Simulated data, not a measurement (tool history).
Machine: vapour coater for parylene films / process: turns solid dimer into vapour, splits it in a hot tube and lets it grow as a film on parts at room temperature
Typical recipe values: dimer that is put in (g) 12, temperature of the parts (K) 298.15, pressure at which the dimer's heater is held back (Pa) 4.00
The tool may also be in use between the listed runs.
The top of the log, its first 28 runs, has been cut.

| run | hour | dimer that is put in (g) | temperature of the parts (K) | pressure at which the dimer's heater is held back (Pa) | hours of work since the trap's valve was overhauled | hours of work since the table's thermometer was calibrated | thickness of the film (µm) |
|---|---|---|---|---|---|---|---|
| 29 | 1677.1 | 12 | 300.15 | 4.57 | 345 | 950 | 8.27 |
| 30 | 1757.1 | 12 | 301.15 | 4.53 | 403 | 1007 | 7.78 |
|  | 1798.3 | trap's valve overhauled |
| 31 | 1814.2 | 12 | 301.15 | 9.53 | 11 | 1046 | 8.06 |
|  | 1834.2 | table's thermometer calibrated |
| 32 | 1847.7 | 12 | 304.15 | 5.73 | 35 | 10 | 7.68 |
| 33 | 1919.8 | 12 | 296.15 | 4.29 | 87 | 62 | 9.95 |
| 34 | 1961.0 | 12 | 296.15 | 4.29 | 116 | 91 | 10.01 |
| 35 | 1997.9 | 13 | 305.15 | 7.78 | 143 | 118 | 7.49 |
| 36 | 2056.1 | 13 | 305.15 | 7.78 | 184 | 159 | 7.44 |
| 37 | 2118.1 | 19 | 298.15 | 5.38 | 229 | 204 | 13.86 |
| 38 | 2179.4 | 13 | 305.15 | 5.28 | 273 | 248 | 7.59 |
| 39 | 2214.8 | 12 | 298.15 | 2.14 | 298 | 273 | 9.61 |
| 40 | 2288.1 | 7 | 298.15 | 10.54 | 351 | 326 | 4.55 |
| 41 | 2357.5 | 13 | 303.15 | 10.54 | 401 | 376 | 7.05 |
|  | 2399.2 | trap's valve overhauled |
| 42 | 2424.3 | 13 | 308.15 | 10.54 | 18 | 421 | 6.80 |
| 43 | 2465.8 | 12 | 303.15 | 4.00 | 48 | 451 | 8.23 |
| 44 | 2514.3 | 5 | 303.15 | 5.99 | 83 | 486 | 3.20 |
| 45 | 2586.2 | 5 | 303.15 | 5.99 | 134 | 537 | 3.18 |
| 46 | 2621.4 | 11 | 298.15 | 4.00 | 160 | 563 | 8.62 |

5 options for the next run, each taken on its own from the tool as it stands now. Forecast them:
| A | 2693.1 | 12 | 300.15 | 2.54 | 211 | 614 | ? |
| B | 2693.1 | 6 | 300.15 | 4.00 | 211 | 614 | ? |
| C | 2693.1 | 19 | 298.15 | 4.00 | 211 | 614 | ? |
| D | 2693.1 | 8 | 295.15 | 10.40 | 211 | 614 | ? |
| E | 2693.1 | 12 | 298.15 | 9.83 | 211 | 614 | ? |

| run | thickness of the film (µm) |
|---|---|
| A | 9.25 |
| B | 4.32 |
| C | 14.37 |
| D | 5.88 |
| E | 8.01 |
Without the tool's unlogged condition, the same runs would have read:
| run | thickness of the film (µm) |
|---|---|
| A | 9.90 |
| B | 4.63 |
| C | 15.39 |
| D | 6.30 |
| E | 8.58 |
